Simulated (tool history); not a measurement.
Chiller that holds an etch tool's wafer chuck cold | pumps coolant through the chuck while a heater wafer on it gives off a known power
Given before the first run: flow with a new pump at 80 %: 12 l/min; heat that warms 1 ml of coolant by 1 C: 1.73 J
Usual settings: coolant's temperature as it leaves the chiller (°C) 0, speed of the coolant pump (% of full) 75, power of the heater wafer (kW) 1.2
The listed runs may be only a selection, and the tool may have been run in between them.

run,hour,coolant's temperature as it leaves the chiller (°C),speed of the coolant pump (% of full),power of the heater wafer (kW),chuck's temperature once it has settled (°C),how much warmer the coolant comes back (C)
1,0,0,75,1.2,9.5,3.71
2,189.4,0,75,1.2,9.4,3.68
3,325.5,0,75,1.2,9.5,3.76
# hour 366.5: chiller's thermometer calibrated
4,447.9,0,75,1.2,9.5,3.69
5,594.3,0,75,1.2,9.4,3.72
6,709.7,0,75,1.2,9.4,3.7
7,840.2,0,75,1.2,9.3,3.7
8,1007.2,0,75,1.2,9.6,3.67
9,1103.4,0,75,1.2,9.6,3.69
10,1287.6,0,62,1.676,15.8,6.22
11,1460.7,0,62,1.676,15.6,6.17
12,1544.6,0,62,1.676,15.7,6.24
13,1678.1,0,62,1.676,15.7,6.16
14,1861.5,0,62,1.676,15.6,6.21
15,2034.9,10,69,1.676,24.3,5.56
16,2124.3,1,87,1.251,9.5,3.26
17,2245.1,-5,90,0.738,0.1,1.89

Branching from run 17: 4 alternative next runs. What would each branch give?
A,2323.7,-5,66,0.835,?,?
B,2323.7,-4,75,1.2,?,?
C,2323.7,-8,83,0.649,?,?
D,2323.7,0,75,1.073,?,?

run,chuck's temperature once it has settled (°C),how much warmer the coolant comes back (C)
A,2.4,2.92
B,5.4,3.75
C,-3.5,1.79
D,8.4,3.34
Had the tool no hidden state, the same runs would have come out as:
run,chuck's temperature once it has settled (°C),how much warmer the coolant comes back (C)
A,2.4,2.92
B,5.4,3.75
C,-3.5,1.79
D,8.4,3.34

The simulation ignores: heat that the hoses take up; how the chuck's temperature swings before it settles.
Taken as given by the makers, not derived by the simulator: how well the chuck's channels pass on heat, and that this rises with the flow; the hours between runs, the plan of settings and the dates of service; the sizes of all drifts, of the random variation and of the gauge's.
